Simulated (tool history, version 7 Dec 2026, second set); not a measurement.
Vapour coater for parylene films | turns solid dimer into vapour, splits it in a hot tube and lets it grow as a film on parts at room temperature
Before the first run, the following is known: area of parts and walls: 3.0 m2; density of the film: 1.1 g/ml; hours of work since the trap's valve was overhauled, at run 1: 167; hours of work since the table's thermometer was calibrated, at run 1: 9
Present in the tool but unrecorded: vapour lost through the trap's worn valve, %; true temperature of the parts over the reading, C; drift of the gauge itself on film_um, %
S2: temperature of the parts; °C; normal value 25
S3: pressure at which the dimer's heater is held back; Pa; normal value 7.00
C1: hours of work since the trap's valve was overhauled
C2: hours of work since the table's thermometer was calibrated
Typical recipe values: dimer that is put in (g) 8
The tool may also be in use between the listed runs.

{"run": 1, "day": 0.0, "dimer that is put in (g)": 8, "S2": 25, "S3": 7.0, "C1": 167, "C2": 9, "thickness of the film (um)": 1.414}
{"run": 2, "day": 3.025, "dimer that is put in (g)": 8, "S2": 25, "S3": 7.0, "C1": 199, "C2": 42, "thickness of the film (um)": 1.422}
{"run": 3, "day": 5.558, "dimer that is put in (g)": 8, "S2": 25, "S3": 7.0, "C1": 226, "C2": 69, "thickness of the film (um)": 1.397}
{"run": 4, "day": 7.396, "dimer that is put in (g)": 8, "S2": 25, "S3": 7.0, "C1": 246, "C2": 88, "thickness of the film (um)": 1.381}
{"run": 5, "day": 9.071, "dimer that is put in (g)": 8, "S2": 25, "S3": 7.0, "C1": 264, "C2": 106, "thickness of the film (um)": 1.368}
{"run": 6, "day": 10.538, "dimer that is put in (g)": 8, "S2": 25, "S3": 7.0, "C1": 280, "C2": 122, "thickness of the film (um)": 1.401}
{"run": 7, "day": 12.25, "dimer that is put in (g)": 8, "S2": 25, "S3": 7.0, "C1": 298, "C2": 140, "thickness of the film (um)": 1.36}
{"run": 8, "day": 15.633, "dimer that is put in (g)": 8, "S2": 25, "S3": 7.0, "C1": 334, "C2": 177, "thickness of the film (um)": 1.348}
{"run": 9, "day": 17.746, "dimer that is put in (g)": 8, "S2": 19, "S3": 7.0, "C1": 357, "C2": 199, "thickness of the film (um)": 1.736}
{"day": 18.717, "done": "trap's valve overhauled"}
{"run": 10, "day": 19.579, "dimer that is put in (g)": 8, "S2": 25, "S3": 7.0, "C1": 9, "C2": 217, "thickness of the film (um)": 1.48}
{"run": 11, "day": 22.825, "dimer that is put in (g)": 8, "S2": 25, "S3": 2.14, "C1": 44, "C2": 252, "thickness of the film (um)": 1.769}
{"run": 12, "day": 25.367, "dimer that is put in (g)": 10, "S2": 25, "S3": 7.0, "C1": 71, "C2": 279, "thickness of the film (um)": 1.799}
{"run": 13, "day": 26.854, "dimer that is put in (g)": 8, "S2": 33, "S3": 7.0, "C1": 87, "C2": 295, "thickness of the film (um)": 1.018}
{"run": 14, "day": 29.821, "dimer that is put in (g)": 8, "S2": 33, "S3": 2.95, "C1": 119, "C2": 327, "thickness of the film (um)": 1.162}
{"run": 15, "day": 31.558, "dimer that is put in (g)": 4, "S2": 25, "S3": 7.0, "C1": 138, "C2": 346, "thickness of the film (um)": 0.71}
{"run": 16, "day": 34.517, "dimer that is put in (g)": 4, "S2": 32, "S3": 7.0, "C1": 169, "C2": 377, "thickness of the film (um)": 0.521}
{"run": 17, "day": 36.808, "dimer that is put in (g)": 8, "S2": 25, "S3": 7.0, "C1": 194, "C2": 402, "thickness of the film (um)": 1.382}
{"run": 18, "day": 40.258, "dimer that is put in (g)": 8, "S2": 25, "S3": 2.8, "C1": 231, "C2": 439, "thickness of the film (um)": 1.612}
{"run": 19, "day": 43.633, "dimer that is put in (g)": 8, "S2": 25, "S3": 2.8, "C1": 267, "C2": 475, "thickness of the film (um)": 1.587}
{"run": 20, "day": 46.029, "dimer that is put in (g)": 8, "S2": 25, "S3": 10.65, "C1": 293, "C2": 501, "thickness of the film (um)": 1.267}
{"run": 21, "day": 47.738, "dimer that is put in (g)": 8, "S2": 25, "S3": 7.0, "C1": 311, "C2": 519, "thickness of the film (um)": 1.345}
{"run": 22, "day": 49.3, "dimer that is put in (g)": 8, "S2": 25, "S3": 7.0, "C1": 328, "C2": 536, "thickness of the film (um)": 1.353}
{"run": 23, "day": 52.6, "dimer that is put in (g)": 8, "S2": 25, "S3": 7.0, "C1": 363, "C2": 571, "thickness of the film (um)": 1.333}
{"day": 53.225, "done": "trap's valve overhauled"}
{"run": 24, "day": 56.083, "dimer that is put in (g)": 8, "S2": 26, "S3": 2.67, "C1": 31, "C2": 607, "thickness of the film (um)": 1.613}
{"run": 25, "day": 57.562, "dimer that is put in (g)": 8, "S2": 21, "S3": 4.24, "C1": 46, "C2": 623, "thickness of the film (um)": 1.862}
{"run": 26, "day": 60.662, "dimer that is put in (g)": 7, "S2": 34, "S3": 9.24, "C1": 80, "C2": 656, "thickness of the film (um)": 0.787}
{"run": 27, "day": 63.058, "dimer that is put in (g)": 3, "S2": 34, "S3": 2.71, "C1": 105, "C2": 681, "thickness of the film (um)": 0.411}
{"run": 28, "day": 65.633, "dimer that is put in (g)": 3, "S2": 34, "S3": 2.71, "C1": 133, "C2": 709, "thickness of the film (um)": 0.418}
{"run": 29, "day": 68.404, "dimer that is put in (g)": 3, "S2": 34, "S3": 2.71, "C1": 163, "C2": 739, "thickness of the film (um)": 0.407}
{"run": 30, "day": 70.354, "dimer that is put in (g)": 8, "S2": 19, "S3": 7.0, "C1": 184, "C2": 760, "thickness of the film (um)": 1.766}
{"run": 31, "day": 72.0, "dimer that is put in (g)": 6, "S2": 26, "S3": 2.03, "C1": 201, "C2": 777, "thickness of the film (um)": 1.205}
{"run": 32, "day": 73.475, "dimer that is put in (g)": 4, "S2": 20, "S3": 3.92, "C1": 217, "C2": 793, "thickness of the film (um)": 0.93}
{"run": 33, "day": 75.208, "dimer that is put in (g)": 14, "S2": 34, "S3": 8.48, "C1": 236, "C2": 812, "thickness of the film (um)": 1.548}
{"run": 34, "day": 78.758, "dimer that is put in (g)": 14, "S2": 34, "S3": 8.48, "C1": 274, "C2": 850, "thickness of the film (um)": 1.525}
{"run": 35, "day": 82.088, "dimer that is put in (g)": 6, "S2": 22, "S3": 4.9, "C1": 309, "C2": 885, "thickness of the film (um)": 1.192}
{"run": 36, "day": 84.15, "dimer that is put in (g)": 6, "S2": 22, "S3": 4.9, "C1": 331, "C2": 907, "thickness of the film (um)": 1.189}
{"run": 37, "day": 87.283, "dimer that is put in (g)": 6, "S2": 22, "S3": 4.9, "C1": 365, "C2": 941, "thickness of the film (um)": 1.183}
{"day": 87.608, "done": "trap's valve overhauled"}
{"run": 38, "day": 90.058, "dimer that is put in (g)": 4, "S2": 30, "S3": 7.71, "C1": 26, "C2": 969, "thickness of the film (um)": 0.56}
{"run": 39, "day": 93.071, "dimer that is put in (g)": 4, "S2": 30, "S3": 7.71, "C1": 59, "C2": 1001, "thickness of the film (um)": 0.563}
{"run": 40, "day": 95.571, "dimer that is put in (g)": 4, "S2": 25, "S3": 2.16, "C1": 85, "C2": 1028, "thickness of the film (um)": 0.845}
{"run": 41, "day": 97.125, "dimer that is put in (g)": 4, "S2": 25, "S3": 2.16, "C1": 102, "C2": 1045, "thickness of the film (um)": 0.838}
{"run": 42, "day": 99.233, "dimer that is put in (g)": 4, "S2": 30, "S3": 2.2, "C1": 125, "C2": 1067, "thickness of the film (um)": 0.679}
{"run": 43, "day": 101.804, "dimer that is put in (g)": 12, "S2": 30, "S3": 8.92, "C1": 152, "C2": 1095, "thickness of the film (um)": 1.575}
{"run": 44, "day": 105.208, "dimer that is put in (g)": 5, "S2": 25, "S3": 6.54, "C1": 189, "C2": 1131, "thickness of the film (um)": 0.842}
{"run": 45, "day": 106.721, "dimer that is put in (g)": 4, "S2": 25, "S3": 6.89, "C1": 205, "C2": 1148, "thickness of the film (um)": 0.669}

Predict each of these 5 candidate next runs independently; none follows another, all start after run 45:
{"run": "A", "day": 109.221, "dimer that is put in (g)": 8, "S2": 18, "S3": 7.0, "C1": 232, "C2": 1174, "thickness of the film (um)": "?"}
{"run": "B", "day": 109.221, "dimer that is put in (g)": 8, "S2": 19, "S3": 10.44, "C1": 232, "C2": 1174, "thickness of the film (um)": "?"}
{"run": "C", "day": 109.221, "dimer that is put in (g)": 4, "S2": 25, "S3": 3.57, "C1": 232, "C2": 1174, "thickness of the film (um)": "?"}
{"run": "D", "day": 109.221, "dimer that is put in (g)": 6, "S2": 25, "S3": 6.89, "C1": 232, "C2": 1174, "thickness of the film (um)": "?"}
{"run": "E", "day": 109.221, "dimer that is put in (g)": 9, "S2": 25, "S3": 7.78, "C1": 232, "C2": 1174, "thickness of the film (um)": "?"}

run=A thickness_of_the_film_(um)=1.803
run=B thickness_of_the_film_(um)=1.622
run=C thickness_of_the_film_(um)=0.763
run=D thickness_of_the_film_(um)=1.015
run=E thickness_of_the_film_(um)=1.472
The same runs, with their run-to-run variation unchanged, on a tool lacking any hidden condition would have given:
run=A thickness_of_the_film_(um)=2.003
run=B thickness_of_the_film_(um)=1.801
run=C thickness_of_the_film_(um)=0.846
run=D thickness_of_the_film_(um)=1.127
run=E thickness_of_the_film_(um)=1.636
